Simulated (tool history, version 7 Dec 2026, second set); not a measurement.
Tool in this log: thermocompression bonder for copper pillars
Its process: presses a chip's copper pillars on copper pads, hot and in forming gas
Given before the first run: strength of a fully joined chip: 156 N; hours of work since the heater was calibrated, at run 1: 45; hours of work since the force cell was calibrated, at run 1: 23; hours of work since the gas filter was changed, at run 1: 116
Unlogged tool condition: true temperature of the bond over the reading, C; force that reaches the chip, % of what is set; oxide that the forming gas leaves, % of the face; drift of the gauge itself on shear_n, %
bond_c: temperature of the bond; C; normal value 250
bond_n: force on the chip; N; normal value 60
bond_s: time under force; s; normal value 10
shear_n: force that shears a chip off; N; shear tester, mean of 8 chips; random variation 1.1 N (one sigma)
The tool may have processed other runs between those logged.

| run | hour | bond_c | bond_n | bond_s | hours of work since the heater was calibrated | hours of work since the force cell was calibrated | hours of work since the gas filter was changed | shear_n |
|---|---|---|---|---|---|---|---|---|
| 1 | 0 | 250 | 60 | 10 | 45 | 23 | 116 | 112.6 |
| 2 | 12.2 | 250 | 60 | 10 | 53 | 31 | 124 | 114.5 |
| 3 | 29.7 | 250 | 60 | 7 | 64 | 42 | 135 | 100.1 |
| 4 | 53.9 | 272 | 60 | 10 | 80 | 58 | 151 | 132.4 |
| 5 | 72.3 | 272 | 60 | 10 | 92 | 70 | 163 | 132.4 |
| 6 | 83.6 | 272 | 60 | 10 | 99 | 77 | 170 | 131.4 |
| 7 | 101.4 | 272 | 60 | 10 | 111 | 89 | 182 | 132.5 |
| 8 | 114.5 | 272 | 60 | 10 | 119 | 97 | 190 | 131.7 |
| 9 | 134.2 | 272 | 60 | 10 | 132 | 110 | 203 | 135.6 |
| 10 | 148.6 | 272 | 40 | 10 | 141 | 119 | 213 | 118.6 |
| 11 | 175.6 | 272 | 40 | 10 | 159 | 137 | 230 | 120.3 |
| 12 | 192.5 | 250 | 60 | 10 | 170 | 148 | 241 | 110.5 |
| 13 | 204.4 | 250 | 60 | 15 | 177 | 156 | 249 | 117.2 |
| 14 | 220.7 | 250 | 60 | 10 | 188 | 166 | 259 | 108.6 |
| 15 | 246.4 | 250 | 85 | 10 | 205 | 183 | 276 | 121.8 |
|  | 250.7 | heater calibrated with a thermocouple chip |
|  | 258.4 | forming gas filter changed |
| 16 | 265.8 | 250 | 85 | 22 | 9 | 194 | 5 | 140 |
| 17 | 282.1 | 250 | 60 | 8 | 20 | 204 | 15 | 103.4 |
| 18 | 299.4 | 250 | 60 | 8 | 31 | 216 | 27 | 102.2 |
| 19 | 317.5 | 241 | 60 | 10 | 43 | 227 | 38 | 98.3 |
| 20 | 335.2 | 250 | 60 | 10 | 54 | 239 | 50 | 108.9 |
| 21 | 362.3 | 250 | 60 | 18 | 72 | 256 | 67 | 124.9 |
|  | 375.4 | heater calibrated with a thermocouple chip, once more |
| 22 | 387.3 | 269 | 53 | 18 | 8 | 271 | 82 | 141.1 |
| 23 | 405.4 | 250 | 88 | 7 | 20 | 283 | 94 | 116.1 |
| 24 | 423.3 | 250 | 60 | 7 | 31 | 295 | 106 | 102.2 |
| 25 | 434.4 | 250 | 44 | 8 | 38 | 302 | 113 | 94.7 |
| 26 | 452.1 | 250 | 82 | 7 | 50 | 313 | 124 | 113.9 |
| 27 | 475.2 | 270 | 68 | 10 | 65 | 328 | 139 | 135.7 |
| 28 | 490.2 | 270 | 68 | 10 | 74 | 338 | 149 | 132.7 |
| 29 | 510.5 | 276 | 89 | 17 | 88 | 351 | 162 | 149.7 |
| 30 | 534.2 | 246 | 80 | 14 | 103 | 367 | 178 | 124.1 |
| 31 | 560.7 | 246 | 80 | 14 | 120 | 384 | 195 | 126.1 |
| 32 | 581.9 | 246 | 80 | 14 | 134 | 398 | 209 | 125.9 |
| 33 | 598.4 | 250 | 67 | 18 | 145 | 408 | 219 | 126.3 |
| 34 | 622.1 | 250 | 67 | 18 | 160 | 424 | 235 | 127.9 |
| 35 | 633.3 | 250 | 67 | 18 | 167 | 431 | 242 | 128.9 |
| 36 | 645.2 | 250 | 67 | 18 | 175 | 439 | 250 | 127.9 |
| 37 | 656.4 | 250 | 60 | 7 | 182 | 446 | 257 | 98.9 |
| 38 | 670.1 | 250 | 60 | 29 | 191 | 455 | 266 | 135.8 |
|  | 694.9 | forming gas filter changed |
| 39 | 697 | 250 | 60 | 29 | 208 | 472 | 1 | 137.7 |

Consider 3 possible next runs. They are alternatives, not a sequence: every one starts from the tool as it was left by run 39. What does each give?
| A | 712.4 | 250 | 60 | 21 | 218 | 482 | 11 | ? |
| B | 712.4 | 258 | 54 | 5 | 218 | 482 | 11 | ? |
| C | 712.4 | 258 | 60 | 29 | 218 | 482 | 11 | ? |

| run | shear_n |
|---|---|
| A | 131.5 |
| B | 95.6 |
| C | 143.9 |
Take away the tool's hidden state, keep each run's random variation, and the runs would have read:
| run | shear_n |
|---|---|
| A | 134.7 |
| B | 99.4 |
| C | 146.1 |
